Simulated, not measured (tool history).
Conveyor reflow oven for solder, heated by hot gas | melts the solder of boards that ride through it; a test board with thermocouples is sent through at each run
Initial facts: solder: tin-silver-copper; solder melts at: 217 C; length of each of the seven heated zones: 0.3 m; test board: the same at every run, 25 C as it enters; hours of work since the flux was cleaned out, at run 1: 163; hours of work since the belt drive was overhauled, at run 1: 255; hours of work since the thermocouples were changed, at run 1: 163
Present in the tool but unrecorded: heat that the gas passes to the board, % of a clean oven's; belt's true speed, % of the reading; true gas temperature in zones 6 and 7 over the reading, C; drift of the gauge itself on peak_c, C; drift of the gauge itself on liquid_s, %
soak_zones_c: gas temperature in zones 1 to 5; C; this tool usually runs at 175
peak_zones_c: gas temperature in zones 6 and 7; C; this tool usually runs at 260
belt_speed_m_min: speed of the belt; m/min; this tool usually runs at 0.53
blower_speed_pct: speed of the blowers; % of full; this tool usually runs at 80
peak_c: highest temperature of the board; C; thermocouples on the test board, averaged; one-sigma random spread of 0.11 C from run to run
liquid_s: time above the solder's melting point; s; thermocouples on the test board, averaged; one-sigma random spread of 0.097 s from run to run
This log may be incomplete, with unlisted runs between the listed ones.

| run | hour | soak_zones_c | peak_zones_c | belt_speed_m_min | blower_speed_pct | hours of work since the flux was cleaned out | hours of work since the belt drive was overhauled | hours of work since the thermocouples were changed | peak_c | liquid_s |
|---|---|---|---|---|---|---|---|---|---|---|
| 1 | 0 | 175 | 260 | 0.53 | 80 | 163 | 255 | 163 | 245.2 | 46.28 |
| 2 | 19.3 | 175 | 260 | 0.53 | 80 | 173 | 265 | 173 | 245.1 | 46.07 |
| 3 | 28.7 | 175 | 260 | 0.53 | 80 | 179 | 271 | 179 | 244.8 | 46.3 |
| 4 | 36.9 | 175 | 260 | 0.53 | 80 | 183 | 275 | 183 | 244.9 | 46.04 |
| 5 | 48.2 | 175 | 260 | 0.53 | 80 | 189 | 281 | 189 | 244.8 | 46.14 |
| 6 | 62.4 | 175 | 260 | 0.54 | 80 | 197 | 289 | 197 | 244.4 | 44.5 |
|  | 82.4 | flux residue cleaned out of gas plates and filters |
| 7 | 84.1 | 186 | 260 | 0.54 | 80 | 1 | 298 | 206 | 245 | 48.89 |
| 8 | 94.3 | 186 | 260 | 0.54 | 80 | 6 | 303 | 211 | 245.2 | 48.73 |
| 9 | 110.6 | 186 | 260 | 0.54 | 80 | 15 | 312 | 220 | 244.8 | 48.53 |
| 10 | 123.1 | 175 | 260 | 0.515 | 80 | 22 | 319 | 227 | 243.9 | 46.56 |
| 11 | 142 | 175 | 260 | 0.515 | 80 | 32 | 329 | 237 | 244.2 | 46.51 |
| 12 | 158.8 | 175 | 260 | 0.515 | 80 | 41 | 338 | 246 | 244 | 46.35 |
|  | 170.9 | flux residue cleaned out of gas plates and filters, once more |
| 13 | 175.4 | 175 | 260 | 0.515 | 80 | 2 | 344 | 252 | 247.6 | 50.37 |
| 14 | 193.9 | 175 | 260 | 0.515 | 80 | 12 | 354 | 262 | 247.4 | 50.48 |
| 15 | 209.4 | 166 | 260 | 0.53 | 80 | 21 | 362 | 270 | 245.2 | 44.24 |
| 16 | 227 | 170 | 258 | 0.423 | 81 | 30 | 372 | 280 | 249.9 | 63.74 |

What does the tool deliver on the next run?
| 17 | 237.4 | 170 | 258 | 0.423 | 81 | 36 | 377 | 285 | ? | ? |

{"run 17": {"peak_c": 249.7, "liquid_s": 63.48}}
Without the tool's hidden state the same run would have given peak_c 249.5 C, liquid_s 62.92 s.
